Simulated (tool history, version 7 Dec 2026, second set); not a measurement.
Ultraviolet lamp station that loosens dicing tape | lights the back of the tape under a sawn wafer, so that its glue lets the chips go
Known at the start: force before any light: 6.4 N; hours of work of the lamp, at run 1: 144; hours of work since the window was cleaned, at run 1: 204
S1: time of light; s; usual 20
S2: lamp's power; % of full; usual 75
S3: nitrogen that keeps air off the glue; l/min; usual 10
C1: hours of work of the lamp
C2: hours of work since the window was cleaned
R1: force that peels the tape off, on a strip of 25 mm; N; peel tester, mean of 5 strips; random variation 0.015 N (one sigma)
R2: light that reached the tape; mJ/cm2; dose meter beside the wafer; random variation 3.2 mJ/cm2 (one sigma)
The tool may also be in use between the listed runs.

run 1 hour=0.0 | S1=20 S2=75 S3=10 | C1=144 C2=204 | R1=0.978 R2=400
run 2 hour=12.8 | S1=20 S2=75 S3=10 | C1=153 C2=213 | R1=0.980 R2=395
run 3 hour=26.9 | S1=23 S2=75 S3=10 | C1=163 C2=223 | R1=0.835 R2=455
run 4 hour=36.9 | S1=23 S2=75 S3=10 | C1=170 C2=230 | R1=0.817 R2=445
run 5 hour=58.1 | S1=20 S2=76 S3=10 | C1=185 C2=245 | R1=1.020 R2=390
run 6 hour=72.9 | S1=20 S2=76 S3=10 | C1=196 C2=256 | R1=1.075 R2=389
run 7 hour=84.0 | S1=20 S2=76 S3=10 | C1=204 C2=264 | R1=1.027 R2=383
run 8 hour=104.5 | S1=20 S2=76 S3=10 | C1=218 C2=279 | R1=1.093 R2=381
run 9 hour=124.2 | S1=35 S2=75 S3=10 | C1=233 C2=293 | R1=0.451 R2=643
run 10 hour=139.6 | S1=35 S2=75 S3=10 | C1=244 C2=304 | R1=0.464 R2=640
run 11 hour=161.3 | S1=35 S2=75 S3=10 | C1=259 C2=319 | R1=0.462 R2=632
run 12 hour=175.5 | S1=35 S2=75 S3=10 | C1=269 C2=330 | R1=0.467 R2=627
run 13 hour=192.9 | S1=27 S2=75 S3=10 | C1=282 C2=342 | R1=0.736 R2=476
run 14 hour=214.6 | S1=11 S2=68 S3=10 | C1=297 C2=358 | R1=2.675 R2=172
-- hour=222.8 window cleaned of glue's vapour
run 15 hour=236.7 | S1=11 S2=90 S3=10 | C1=313 C2=10 | R1=1.722 R2=271
run 16 hour=251.0 | S1=11 S2=73 S3=13 | C1=323 C2=20 | R1=2.018 R2=223
run 17 hour=261.4 | S1=11 S2=73 S3=13 | C1=330 C2=28 | R1=2.063 R2=218
run 18 hour=275.2 | S1=18 S2=84 S3=17 | C1=340 C2=38 | R1=0.801 R2=410
run 19 hour=288.0 | S1=18 S2=84 S3=17 | C1=350 C2=47 | R1=0.820 R2=407
run 20 hour=302.3 | S1=18 S2=84 S3=17 | C1=360 C2=57 | R1=0.857 R2=404
run 21 hour=317.5 | S1=20 S2=75 S3=6 | C1=371 C2=68 | R1=1.240 R2=395
run 22 hour=332.7 | S1=20 S2=75 S3=6 | C1=382 C2=79 | R1=1.248 R2=394

3 ways to go on from here, each from the tool as it stands after run 22. What would each give?
run A hour=346.4 | S1=19 S2=77 S3=5 | C1=391 C2=89 | R1=? R2=?
run B hour=346.4 | S1=12 S2=75 S3=4 | C1=391 C2=89 | R1=? R2=?
run C hour=346.4 | S1=35 S2=64 S3=10 | C1=391 C2=89 | R1=? R2=?

run=A R1=1.415 R2=380
run=B R1=2.628 R2=233
run=C R1=0.530 R2=587
Without the tool's hidden state the same runs would have given:
run=A R1=0.981 R2=484
run=B R1=2.076 R2=296
run=C R1=0.363 R2=746
